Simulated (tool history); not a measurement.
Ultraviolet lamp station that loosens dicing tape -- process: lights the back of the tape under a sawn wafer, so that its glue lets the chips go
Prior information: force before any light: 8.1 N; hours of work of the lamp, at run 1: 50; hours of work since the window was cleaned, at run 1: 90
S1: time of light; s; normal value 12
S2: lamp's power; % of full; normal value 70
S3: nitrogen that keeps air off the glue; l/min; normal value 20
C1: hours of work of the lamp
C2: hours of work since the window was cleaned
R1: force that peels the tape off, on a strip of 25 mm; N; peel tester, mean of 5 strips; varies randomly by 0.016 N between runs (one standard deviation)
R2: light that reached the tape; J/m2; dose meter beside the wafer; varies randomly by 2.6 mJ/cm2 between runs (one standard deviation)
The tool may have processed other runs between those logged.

{"run": 1, "day": 0.0, "S1": 12, "S2": 70, "S3": 20, "C1": 50, "C2": 90, "R1": 0.782, "R2": 3470}
{"run": 2, "day": 0.446, "S1": 12, "S2": 77, "S3": 20, "C1": 56, "C2": 96, "R1": 0.642, "R2": 3780}
{"run": 3, "day": 0.942, "S1": 12, "S2": 77, "S3": 20, "C1": 61, "C2": 101, "R1": 0.613, "R2": 3820}
{"run": 4, "day": 1.354, "S1": 12, "S2": 77, "S3": 20, "C1": 66, "C2": 106, "R1": 0.635, "R2": 3830}
{"run": 5, "day": 1.954, "S1": 12, "S2": 77, "S3": 20, "C1": 73, "C2": 113, "R1": 0.641, "R2": 3810}
{"run": 6, "day": 2.792, "S1": 12, "S2": 77, "S3": 20, "C1": 83, "C2": 123, "R1": 0.61, "R2": 3770}
{"run": 7, "day": 3.167, "S1": 12, "S2": 77, "S3": 20, "C1": 87, "C2": 127, "R1": 0.605, "R2": 3780}
{"run": 8, "day": 3.746, "S1": 12, "S2": 63, "S3": 20, "C1": 94, "C2": 134, "R1": 0.93, "R2": 3120}
{"run": 9, "day": 4.517, "S1": 12, "S2": 70, "S3": 20, "C1": 103, "C2": 143, "R1": 0.794, "R2": 3460}
{"run": 10, "day": 5.029, "S1": 7, "S2": 70, "S3": 22, "C1": 109, "C2": 149, "R1": 1.796, "R2": 1990}
{"run": 11, "day": 5.629, "S1": 16, "S2": 92, "S3": 29, "C1": 116, "C2": 156, "R1": 0.166, "R2": 6030}
{"run": 12, "day": 6.112, "S1": 7, "S2": 81, "S3": 20, "C1": 122, "C2": 162, "R1": 1.591, "R2": 2340}
{"run": 13, "day": 6.617, "S1": 12, "S2": 76, "S3": 10, "C1": 128, "C2": 168, "R1": 1.153, "R2": 3770}
{"run": 14, "day": 7.171, "S1": 12, "S2": 76, "S3": 10, "C1": 134, "C2": 174, "R1": 1.147, "R2": 3770}
{"run": 15, "day": 8.004, "S1": 10, "S2": 70, "S3": 9, "C1": 144, "C2": 184, "R1": 1.914, "R2": 2870}
{"run": 16, "day": 8.433, "S1": 22, "S2": 82, "S3": 10, "C1": 149, "C2": 189, "R1": 0.263, "R2": 7460}
{"run": 17, "day": 9.217, "S1": 8, "S2": 62, "S3": 36, "C1": 158, "C2": 198, "R1": 1.426, "R2": 2030}
{"run": 18, "day": 9.654, "S1": 9, "S2": 88, "S3": 33, "C1": 163, "C2": 203, "R1": 0.605, "R2": 3260}

Consider 4 possible next runs. They are alternatives, not a sequence: every one starts from the tool as it was left by run 18. What does each give?
{"run": "A", "day": 10.104, "S1": 7, "S2": 93, "S3": 20, "C1": 169, "C2": 209, "R1": "?", "R2": "?"}
{"run": "B", "day": 10.104, "S1": 9, "S2": 82, "S3": 6, "C1": 169, "C2": 209, "R1": "?", "R2": "?"}
{"run": "C", "day": 10.104, "S1": 18, "S2": 68, "S3": 20, "C1": 169, "C2": 209, "R1": "?", "R2": "?"}
{"run": "D", "day": 10.104, "S1": 11, "S2": 74, "S3": 33, "C1": 169, "C2": 209, "R1": "?", "R2": "?"}

run=A R1=1.238 R2=2710
run=B R1=2.205 R2=3050
run=C R1=0.332 R2=5080
run=D R1=0.571 R2=3360
What these runs would have given with no unlogged condition in the tool:
run=A R1=1.235 R2=2720
run=B R1=2.201 R2=3050
run=C R1=0.331 R2=5090
run=D R1=0.57 R2=3370

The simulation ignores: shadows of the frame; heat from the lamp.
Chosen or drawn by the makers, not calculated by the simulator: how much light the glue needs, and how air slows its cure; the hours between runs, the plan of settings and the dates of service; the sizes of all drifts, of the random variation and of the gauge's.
